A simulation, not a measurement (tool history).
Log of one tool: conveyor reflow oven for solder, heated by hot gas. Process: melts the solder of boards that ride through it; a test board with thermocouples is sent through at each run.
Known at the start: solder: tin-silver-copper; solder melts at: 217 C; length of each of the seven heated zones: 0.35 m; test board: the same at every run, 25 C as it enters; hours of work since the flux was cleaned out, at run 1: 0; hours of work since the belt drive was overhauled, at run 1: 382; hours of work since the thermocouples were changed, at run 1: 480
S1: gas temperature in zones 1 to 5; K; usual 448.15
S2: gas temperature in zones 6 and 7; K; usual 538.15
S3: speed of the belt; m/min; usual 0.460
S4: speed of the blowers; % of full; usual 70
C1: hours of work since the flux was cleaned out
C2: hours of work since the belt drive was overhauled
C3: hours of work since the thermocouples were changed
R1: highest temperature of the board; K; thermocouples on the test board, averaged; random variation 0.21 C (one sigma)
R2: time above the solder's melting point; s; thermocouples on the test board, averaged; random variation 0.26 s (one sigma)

| run | hour | S1 | S2 | S3 | S4 | C1 | C2 | C3 | R1 | R2 |
|---|---|---|---|---|---|---|---|---|---|---|
| 1 | 0.0 | 448.15 | 538.15 | 0.460 | 70 | 0 | 382 | 480 | 516.65 | 58.8 |
| 2 | 30.1 | 448.15 | 538.15 | 0.460 | 70 | 18 | 399 | 498 | 516.25 | 58.5 |
| 3 | 45.5 | 448.15 | 538.15 | 0.460 | 70 | 27 | 409 | 507 | 516.75 | 57.9 |
| 4 | 57.9 | 448.15 | 538.15 | 0.460 | 70 | 35 | 416 | 515 | 516.75 | 58.0 |
| 5 | 86.2 | 448.15 | 538.15 | 0.399 | 70 | 51 | 433 | 532 | 520.75 | 74.9 |
| 6 | 103.0 | 448.15 | 543.15 | 0.399 | 70 | 62 | 443 | 542 | 525.45 | 79.0 |
| 7 | 125.6 | 448.15 | 543.15 | 0.399 | 70 | 75 | 457 | 555 | 525.05 | 78.9 |
| 8 | 151.8 | 448.15 | 543.15 | 0.399 | 70 | 91 | 472 | 571 | 524.85 | 79.3 |
| 9 | 170.6 | 448.15 | 543.15 | 0.399 | 70 | 102 | 483 | 582 | 524.55 | 78.3 |
| 10 | 186.6 | 448.15 | 538.15 | 0.460 | 70 | 112 | 493 | 592 | 515.65 | 57.3 |
| 11 | 206.1 | 448.15 | 538.15 | 0.460 | 70 | 123 | 505 | 603 | 515.65 | 57.3 |
| 12 | 219.1 | 448.15 | 538.15 | 0.460 | 70 | 131 | 512 | 611 | 515.45 | 56.8 |
| 13 | 245.1 | 448.15 | 538.15 | 0.460 | 70 | 146 | 528 | 627 | 514.95 | 56.6 |
| 14 | 270.6 | 448.15 | 538.15 | 0.460 | 70 | 162 | 543 | 642 | 515.15 | 56.6 |
| 15 | 286.4 | 448.15 | 538.15 | 0.460 | 70 | 171 | 553 | 651 | 514.95 | 56.1 |
| 16 | 306.3 | 448.15 | 538.15 | 0.460 | 70 | 183 | 565 | 663 | 515.25 | 56.0 |
| 17 | 321.2 | 435.15 | 543.15 | 0.546 | 66 | 192 | 573 | 672 | 505.85 | 29.7 |
|  | 327.7 | flux residue cleaned out of gas plates and filters |
| 18 | 347.5 | 463.15 | 529.15 | 0.460 | 70 | 12 | 586 | 685 | 512.75 | 62.7 |
| 19 | 368.4 | 463.15 | 550.15 | 0.460 | 70 | 24 | 599 | 697 | 529.85 | 79.0 |
| 20 | 387.9 | 448.15 | 531.15 | 0.448 | 70 | 36 | 610 | 709 | 511.75 | 54.3 |
| 21 | 415.1 | 448.15 | 549.15 | 0.384 | 70 | 52 | 627 | 725 | 531.85 | 89.2 |
| 22 | 432.1 | 448.15 | 549.15 | 0.384 | 70 | 62 | 637 | 735 | 531.35 | 89.0 |
| 23 | 452.8 | 448.15 | 538.15 | 0.460 | 66 | 75 | 649 | 748 | 515.05 | 56.0 |
| 24 | 465.3 | 442.15 | 538.15 | 0.480 | 66 | 82 | 657 | 755 | 511.45 | 46.7 |
| 25 | 486.5 | 442.15 | 538.15 | 0.480 | 66 | 95 | 669 | 768 | 511.45 | 46.3 |
| 26 | 514.6 | 442.15 | 538.15 | 0.480 | 66 | 112 | 686 | 785 | 510.95 | 46.1 |
| 27 | 535.3 | 448.15 | 538.15 | 0.460 | 83 | 124 | 698 | 797 | 519.75 | 63.8 |
| 28 | 556.1 | 440.15 | 538.15 | 0.415 | 85 | 137 | 711 | 810 | 521.95 | 71.1 |
| 29 | 580.7 | 440.15 | 538.15 | 0.415 | 85 | 151 | 726 | 824 | 521.75 | 70.9 |
| 30 | 605.4 | 444.15 | 553.15 | 0.493 | 64 | 166 | 740 | 839 | 520.95 | 56.1 |
| 31 | 618.4 | 443.15 | 538.15 | 0.460 | 87 | 174 | 748 | 847 | 519.15 | 61.7 |
| 32 | 632.8 | 443.15 | 538.15 | 0.460 | 87 | 182 | 757 | 855 | 519.25 | 61.4 |

Forecast each of these 3 alternatives for the next run:
|  | 656.3 | flux residue cleaned out of gas plates and filters |
| A | 668.1 | 443.15 | 531.15 | 0.460 | 87 | 7 | 775 | 873 | ? | ? |
|  | 656.3 | flux residue cleaned out of gas plates and filters |
| B | 668.1 | 456.15 | 538.15 | 0.478 | 88 | 7 | 775 | 873 | ? | ? |
|  | 656.3 | flux residue cleaned out of gas plates and filters |
| C | 668.1 | 443.15 | 538.15 | 0.429 | 72 | 7 | 775 | 873 | ? | ? |

| run | R1 | R2 |
|---|---|---|
| A | 514.85 | 57.5 |
| B | 521.95 | 68.1 |
| C | 518.35 | 65.2 |
Without the tool's hidden state the same runs would have given:
| run | R1 | R2 |
|---|---|---|
| A | 516.15 | 57.5 |
| B | 523.25 | 67.6 |
| C | 519.55 | 64.9 |
